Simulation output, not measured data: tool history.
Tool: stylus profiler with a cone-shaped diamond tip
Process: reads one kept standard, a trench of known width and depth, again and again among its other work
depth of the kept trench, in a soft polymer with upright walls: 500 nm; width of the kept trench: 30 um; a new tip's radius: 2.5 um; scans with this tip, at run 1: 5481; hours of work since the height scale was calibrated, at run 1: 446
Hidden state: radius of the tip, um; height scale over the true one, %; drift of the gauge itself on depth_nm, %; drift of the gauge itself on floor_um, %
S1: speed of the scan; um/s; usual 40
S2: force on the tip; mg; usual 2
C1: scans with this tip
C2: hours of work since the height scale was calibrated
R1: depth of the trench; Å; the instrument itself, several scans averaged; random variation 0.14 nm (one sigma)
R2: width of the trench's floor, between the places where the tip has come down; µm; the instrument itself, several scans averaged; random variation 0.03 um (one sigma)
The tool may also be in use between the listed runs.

run,hour,S1,S2,C1,C2,R1,R2
1,0,40,2,5481,446,5036.4,26.79
2,22.6,40,2,5608,457,5036.9,26.84
3,35.3,40,1.66,5678,462,5031.1,26.82
4,54.4,40,1.66,5784,471,5029.6,26.79
5,68.3,40,1.66,5862,477,5032,26.75
6,83,40,1.66,5944,484,5031.1,26.87
7,107.4,40,1.66,6079,495,5034.3,26.8
8,122,40,2,6160,502,5038.9,26.78
9,135.6,40,2,6236,508,5037.3,26.75
10,149.9,40,2,6316,514,5038.1,26.81
11,170.2,40,1.44,6429,524,5028.5,26.82
12,192.4,40,1.44,6553,534,5028.6,26.76
13,216,40,2,6684,544,5037.2,26.84
14,235.9,40,2,6795,553,5035.3,26.78
15,256,40,2,6906,563,5036.4,26.8
16,266.9,40,2,6967,567,5038.5,26.82
17,290.7,40,2,7100,578,5037.8,26.81
18,311.4,40,2,7215,588,5037.1,26.79
19,326.9,40,2,7301,595,5034.1,26.79
20,348.9,40,2,7424,605,5037.4,26.81
21,362.9,40,2,7502,611,5039.6,26.79
22,378.4,40,2,7588,618,5037.7,26.8
23,395.9,40,2,7685,626,5038.2,26.84
24,409.2,40,2,7759,632,5037.2,26.81
25,424.6,78,3.84,7845,639,5060.1,26.77
26,449.8,96,5.33,7986,650,5071.6,26.71
27,469.5,96,5.33,8095,659,5071.3,26.73
28,491.5,46,0.99,8218,669,5024.2,26.71
29,517.2,40,2.85,8361,681,5049.6,26.82
30,528.3,78,2.41,8423,686,5040,26.69
31,545.3,78,4.52,8517,694,5066,26.78
32,557,15,2.41,8582,699,5041.5,26.94
33,574.3,80,0.98,8679,707,5021.5,26.45
34,595,119,0.78,8794,716,5021.3,26.12
35,610.9,119,0.78,8883,723,5020.9,26.08
36,630.5,119,0.78,8991,732,5019.6,26.06

Run 37 comes next. What will it give?
37,649.4,130,2,9097,741,?,?

R1: 5036.3 Å
R2: 26.38 µm
Without the tool's hidden state the same run would have given R1 5036.5 Å, R2 26.38 µm.
